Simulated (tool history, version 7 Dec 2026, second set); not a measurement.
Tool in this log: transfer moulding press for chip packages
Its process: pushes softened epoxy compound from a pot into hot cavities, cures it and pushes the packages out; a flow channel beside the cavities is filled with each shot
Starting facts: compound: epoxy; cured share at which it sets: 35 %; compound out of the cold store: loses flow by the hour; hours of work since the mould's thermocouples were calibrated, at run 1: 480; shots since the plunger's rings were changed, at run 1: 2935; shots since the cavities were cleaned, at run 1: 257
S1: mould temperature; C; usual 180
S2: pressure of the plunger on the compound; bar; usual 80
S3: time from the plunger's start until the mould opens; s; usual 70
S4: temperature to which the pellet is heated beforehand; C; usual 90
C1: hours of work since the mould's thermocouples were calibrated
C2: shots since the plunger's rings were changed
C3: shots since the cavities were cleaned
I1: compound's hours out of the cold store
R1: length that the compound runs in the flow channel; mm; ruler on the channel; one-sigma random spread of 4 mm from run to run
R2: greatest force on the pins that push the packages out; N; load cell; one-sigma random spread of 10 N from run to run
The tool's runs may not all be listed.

{"run": 1, "day": 0.0, "S1": 180, "S2": 80, "S3": 70, "S4": 90, "C1": 480, "C2": 2935, "C3": 257, "I1": 10, "R1": 745, "R2": 476}
{"day": 1.604, "done": "cavities cleaned with cleaning compound and waxed"}
{"run": 2, "day": 1.604, "S1": 180, "S2": 80, "S3": 70, "S4": 90, "C1": 509, "C2": 3655, "C3": 0, "I1": 14.7, "R1": 722, "R2": 464}
{"day": 3.817, "done": "cavities cleaned with cleaning compound and waxed"}
{"run": 3, "day": 4.379, "S1": 180, "S2": 80, "S3": 105, "S4": 90, "C1": 560, "C2": 4920, "C3": 263, "I1": 36.8, "R1": 633, "R2": 360}
{"day": 5.971, "done": "cavities cleaned with cleaning compound and waxed"}
{"run": 4, "day": 5.983, "S1": 180, "S2": 80, "S3": 70, "S4": 90, "C1": 588, "C2": 5638, "C3": 6, "I1": 33.6, "R1": 641, "R2": 448}
{"day": 6.342, "done": "plunger's sealing rings changed"}
{"run": 5, "day": 7.442, "S1": 180, "S2": 80, "S3": 70, "S4": 90, "C1": 614, "C2": 513, "C3": 637, "I1": 46.8, "R1": 597, "R2": 451}
{"day": 8.275, "done": "cavities cleaned with cleaning compound and waxed"}
{"run": 6, "day": 9.204, "S1": 180, "S2": 80, "S3": 70, "S4": 90, "C1": 645, "C2": 1307, "C3": 433, "I1": 24.4, "R1": 679, "R2": 459}
{"day": 10.608, "done": "cavities cleaned with cleaning compound and waxed"}
{"run": 7, "day": 10.821, "S1": 180, "S2": 80, "S3": 70, "S4": 90, "C1": 674, "C2": 2031, "C3": 99, "I1": 21.6, "R1": 687, "R2": 454}
{"run": 8, "day": 12.221, "S1": 187, "S2": 80, "S3": 70, "S4": 90, "C1": 700, "C2": 2685, "C3": 753, "I1": 24.7, "R1": 663, "R2": 378}
{"day": 12.867, "done": "cavities cleaned with cleaning compound and waxed"}
{"run": 9, "day": 13.504, "S1": 180, "S2": 76.4, "S3": 86, "S4": 98, "C1": 723, "C2": 3253, "C3": 297, "I1": 41.8, "R1": 594, "R2": 370}
{"day": 15.058, "done": "cavities cleaned with cleaning compound and waxed"}
{"run": 10, "day": 15.571, "S1": 180, "S2": 93.4, "S3": 60, "S4": 90, "C1": 761, "C2": 4189, "C3": 240, "I1": 46, "R1": 645, "R2": 573}

What does the tool deliver on the next run?
{"day": 17.246, "done": "cavities cleaned with cleaning compound and waxed"}
{"day": 17.467, "done": "mould's thermocouples calibrated"}
{"run": 11, "day": 18.233, "S1": 180, "S2": 84, "S3": 70, "S4": 98, "C1": 14, "C2": 5361, "C3": 422, "I1": 47.7, "R1": "?", "R2": "?"}

Run 11 measured R1 603 mm, R2 424 N.
Had the tool carried no hidden state, the very same run would have given R1 603 mm, R2 421 N.
